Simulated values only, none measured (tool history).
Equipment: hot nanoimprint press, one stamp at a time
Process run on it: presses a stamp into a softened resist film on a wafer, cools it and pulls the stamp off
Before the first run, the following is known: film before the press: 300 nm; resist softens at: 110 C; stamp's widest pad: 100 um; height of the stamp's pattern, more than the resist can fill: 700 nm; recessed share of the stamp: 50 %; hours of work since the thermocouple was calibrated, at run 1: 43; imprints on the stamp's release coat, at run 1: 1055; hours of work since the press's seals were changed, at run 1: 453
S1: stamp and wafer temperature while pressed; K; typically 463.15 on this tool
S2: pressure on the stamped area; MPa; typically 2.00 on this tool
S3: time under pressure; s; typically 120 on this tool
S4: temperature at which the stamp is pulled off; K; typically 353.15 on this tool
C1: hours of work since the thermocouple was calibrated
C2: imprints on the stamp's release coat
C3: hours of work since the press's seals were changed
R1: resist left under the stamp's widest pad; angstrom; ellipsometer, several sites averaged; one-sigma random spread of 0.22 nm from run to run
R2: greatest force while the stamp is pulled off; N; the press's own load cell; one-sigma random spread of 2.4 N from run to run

Run 1, hour 0.0: usual settings; C1 43; C2 1055; C3 453. Result: R1 1323 angstrom, R2 199 N.
Run 2, hour 22.8: usual settings; C1 52; C2 1114; C3 462. Result: R1 1323 angstrom, R2 207 N.
Run 3, hour 58.1: usual settings but S2 1.28 MPa; C1 67; C2 1204; C3 477. Result: R1 1672 angstrom, R2 206 N.
Run 4, hour 103.1: usual settings but S2 1.28 MPa; C1 86; C2 1320; C3 496. Result: R1 1671 angstrom, R2 208 N.
Run 5, hour 148.1: usual settings but S2 1.28 MPa; C1 104; C2 1436; C3 514. Result: R1 1666 angstrom, R2 208 N.
At hour 177.7: stamp cleaned and given a new release coat.
Run 6, hour 208.0: usual settings but S4 349.15 K; C1 127; C2 78; C3 537. Result: R1 1314 angstrom, R2 195 N.
Run 7, hour 234.8: usual settings; C1 138; C2 147; C3 548. Result: R1 1314 angstrom, R2 179 N.
Run 8, hour 285.7: usual settings; C1 159; C2 278; C3 569. Result: R1 1317 angstrom, R2 176 N.
Run 9, hour 316.8: usual settings; C1 172; C2 358; C3 582. Result: R1 1318 angstrom, R2 179 N.
Run 10, hour 352.8: usual settings but S1 453.15 K; C1 187; C2 450; C3 597. Result: R1 1638 angstrom, R2 183 N.
Run 11, hour 393.7: usual settings but S1 453.15 K; C1 204; C2 556; C3 614. Result: R1 1640 angstrom, R2 189 N.
Run 12, hour 427.8: usual settings but S1 453.15 K, S2 1.90 MPa, S3 62 s, S4 356.15 K; C1 218; C2 643; C3 629. Result: R1 2009 angstrom, R2 173 N.
Run 13, hour 456.8: usual settings but S3 229 s; C1 231; C2 718; C3 641. Result: R1 1055 angstrom, R2 187 N.
Run 14, hour 509.7: usual settings but S1 462.15 K, S2 2.81 MPa, S3 67 s, S4 361.15 K; C1 253; C2 854; C3 663. Result: R1 1346 angstrom, R2 146 N.
Run 15, hour 552.6: usual settings but S3 86 s; C1 271; C2 964; C3 681. Result: R1 1454 angstrom, R2 193 N.
Run 16, hour 590.7: usual settings but S2 3.00 MPa, S3 86 s, S4 348.15 K; C1 286; C2 1062; C3 696. Result: R1 1172 angstrom, R2 222 N.
Run 17, hour 640.9: usual settings but S2 3.00 MPa, S3 86 s, S4 348.15 K; C1 307; C2 1191; C3 717. Result: R1 1167 angstrom, R2 232 N.
At hour 689.7: plate thermocouple calibrated.
Run 18, hour 689.7: usual settings but S2 1.46 MPa; C1 0; C2 1308; C3 737. Result: R1 1579 angstrom, R2 214 N.
Run 19, hour 722.0: usual settings but S2 1.52 MPa, S4 351.15 K; C1 13; C2 1392; C3 750. Result: R1 1545 angstrom, R2 218 N.
Run 20, hour 752.5: usual settings but S1 470.15 K, S2 1.62 MPa, S4 344.15 K; C1 26; C2 1470; C3 763. Result: R1 1298 angstrom, R2 262 N.
At hour 768.0: stamp cleaned and given a new release coat.
Run 21, hour 792.6: usual settings but S1 468.15 K, S3 142 s, S4 339.15 K; C1 40; C2 63; C3 777. Result: R1 1136 angstrom, R2 250 N.

5 options for the next run, each taken on its own from the tool as it stands now. Forecast them:
Run A, hour 836.6: usual settings but S2 1.72 MPa, S3 117 s; C1 59; C2 177; C3 795. Result: R1 ?, R2 ?.
Run B, hour 836.6: usual settings but S1 467.15 K, S3 217 s, S4 350.15 K; C1 59; C2 177; C3 795. Result: R1 ?, R2 ?.
Run C, hour 836.6: usual settings but S1 452.15 K, S2 2.40 MPa, S3 77 s; C1 59; C2 177; C3 795. Result: R1 ?, R2 ?.
Run D, hour 836.6: usual settings but S1 472.15 K, S3 89 s, S4 351.15 K; C1 59; C2 177; C3 795. Result: R1 ?, R2 ?.
Run E, hour 836.6: usual settings but S1 468.15 K, S3 142 s, S4 348.15 K; C1 59; C2 177; C3 795. Result: R1 ?, R2 ?.

run    R1   R2
  A  1465  180
  B   999  198
  C  1781  176
  D  1220  190
  E  1136  204
With no hidden state in the tool, these same runs would have given:
run    R1   R2
  A  1436  176
  B   972  194
  C  1734  173
  D  1188  187
  E  1106  200

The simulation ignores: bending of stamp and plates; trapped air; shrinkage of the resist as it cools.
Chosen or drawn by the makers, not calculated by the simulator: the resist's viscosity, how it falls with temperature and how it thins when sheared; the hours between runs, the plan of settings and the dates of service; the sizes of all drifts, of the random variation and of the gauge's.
